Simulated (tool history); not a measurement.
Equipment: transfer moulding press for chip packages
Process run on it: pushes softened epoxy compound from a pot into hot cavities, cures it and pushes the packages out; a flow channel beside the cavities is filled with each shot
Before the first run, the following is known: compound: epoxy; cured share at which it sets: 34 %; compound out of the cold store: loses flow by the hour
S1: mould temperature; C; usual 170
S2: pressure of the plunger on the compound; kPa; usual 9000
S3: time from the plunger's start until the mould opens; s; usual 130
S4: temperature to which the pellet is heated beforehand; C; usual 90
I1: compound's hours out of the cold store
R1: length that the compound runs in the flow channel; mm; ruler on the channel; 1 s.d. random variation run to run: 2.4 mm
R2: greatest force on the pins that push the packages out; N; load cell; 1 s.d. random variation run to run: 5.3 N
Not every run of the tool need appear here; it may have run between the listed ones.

Run 1, hour 0.0: usual settings; I1 30.3. Result: R1 818 mm, R2 232 N.
Run 2, hour 42.2: usual settings; I1 16.7. Result: R1 838 mm, R2 334 N.
Run 3, hour 75.3: usual settings; I1 21.1. Result: R1 824 mm, R2 349 N.
At hour 90.8: cavities cleaned with cleaning compound and waxed.
Run 4, hour 96.2: usual settings; I1 25.0. Result: R1 814 mm, R2 206 N.
Run 5, hour 121.0: usual settings but S1 171 C; I1 41.1. Result: R1 784 mm, R2 265 N.
Run 6, hour 143.7: usual settings but S1 171 C, S2 8070 kPa; I1 37.5. Result: R1 748 mm, R2 291 N.
Run 7, hour 180.0: usual settings but S1 171 C, S2 8070 kPa; I1 44.3. Result: R1 730 mm, R2 345 N.
At hour 215.9: cavities cleaned with cleaning compound and waxed.
Run 8, hour 219.2: usual settings but S1 171 C, S2 8070 kPa; I1 44.6. Result: R1 725 mm, R2 183 N.
Run 9, hour 242.7: usual settings but S1 171 C, S2 8070 kPa; I1 8.4. Result: R1 776 mm, R2 248 N.
Run 10, hour 263.9: usual settings but S1 171 C, S2 8070 kPa; I1 20.9. Result: R1 757 mm, R2 284 N.
At hour 287.5: mould's thermocouples calibrated.
Run 11, hour 299.9: usual settings; I1 27.3. Result: R1 798 mm, R2 358 N.
Run 12, hour 331.4: usual settings; I1 38.4. Result: R1 775 mm, R2 366 N.
At hour 339.8: cavities cleaned with cleaning compound and waxed.
Run 13, hour 368.6: usual settings; I1 29.5. Result: R1 784 mm, R2 266 N.
Run 14, hour 391.8: usual settings; I1 11.4. Result: R1 811 mm, R2 320 N.
Run 15, hour 423.7: usual settings but S2 6980 kPa, S3 117 s, S4 96 C; I1 44.9. Result: R1 664 mm, R2 358 N.
At hour 431.7: plunger's sealing rings changed.
Run 16, hour 453.8: usual settings but S2 6980 kPa, S3 117 s, S4 96 C; I1 9.0. Result: R1 758 mm, R2 397 N.
At hour 466.2: cavities cleaned with cleaning compound and waxed.
Run 17, hour 494.2: usual settings but S4 85 C; I1 16.1. Result: R1 849 mm, R2 250 N.
Run 18, hour 523.5: usual settings but S4 85 C; I1 37.2. Result: R1 804 mm, R2 312 N.
Run 19, hour 555.4: usual settings but S2 10120 kPa, S3 126 s, S4 98 C; I1 28.5. Result: R1 866 mm, R2 369 N.
Run 20, hour 581.1: usual settings but S2 7390 kPa, S3 131 s; I1 11.3. Result: R1 768 mm, R2 380 N.
At hour 589.1: cavities cleaned with cleaning compound and waxed.
Run 21, hour 614.9: usual settings but S1 166 C, S2 7390 kPa, S3 131 s, S4 87 C; I1 24.3. Result: R1 767 mm, R2 282 N.
Run 22, hour 635.3: usual settings but S1 166 C, S2 7390 kPa, S3 131 s, S4 87 C; I1 24.3. Result: R1 762 mm, R2 347 N.
Run 23, hour 676.7: usual settings but S1 166 C, S2 7390 kPa, S3 147 s, S4 91 C; I1 38.0. Result: R1 732 mm, R2 350 N.
Run 24, hour 705.2: usual settings but S2 10820 kPa; I1 32.5. Result: R1 872 mm, R2 374 N.
At hour 712.6: cavities cleaned with cleaning compound and waxed.
Run 25, hour 732.8: usual settings but S2 10820 kPa; I1 32.5. Result: R1 870 mm, R2 248 N.
Run 26, hour 754.5: usual settings but S1 173 C; I1 34.5. Result: R1 775 mm, R2 276 N.
Run 27, hour 788.6: usual settings but S1 173 C; I1 40.8. Result: R1 762 mm, R2 319 N.
Run 28, hour 832.7: usual settings but S3 153 s; I1 47.3. Result: R1 757 mm, R2 361 N.

4 options for the next run, each taken on its own from the tool as it stands now. Forecast them:
At hour 836.4: cavities cleaned with cleaning compound and waxed.
Run A, hour 877.2: usual settings but S2 9300 kPa, S3 153 s; I1 46.0. Result: R1 ?, R2 ?.
At hour 836.4: cavities cleaned with cleaning compound and waxed.
Run B, hour 877.2: usual settings but S2 10810 kPa, S4 86 C; I1 13.3. Result: R1 ?, R2 ?.
At hour 836.4: cavities cleaned with cleaning compound and waxed.
Run C, hour 877.2: usual settings but S3 153 s, S4 96 C; I1 25.4. Result: R1 ?, R2 ?.
At hour 836.4: cavities cleaned with cleaning compound and waxed.
Run D, hour 877.2: usual settings but S1 163 C, S2 7680 kPa, S3 132 s; I1 27.6. Result: R1 ?, R2 ?.

run   R1   R2
  A  768  262
  B  886  282
  C  786  271
  D  756  381
Take away the tool's hidden state, keep each run's random variation, and the runs would have read:
run   R1   R2
  A  817  158
  B  941  169
  C  836  162
  D  804  234
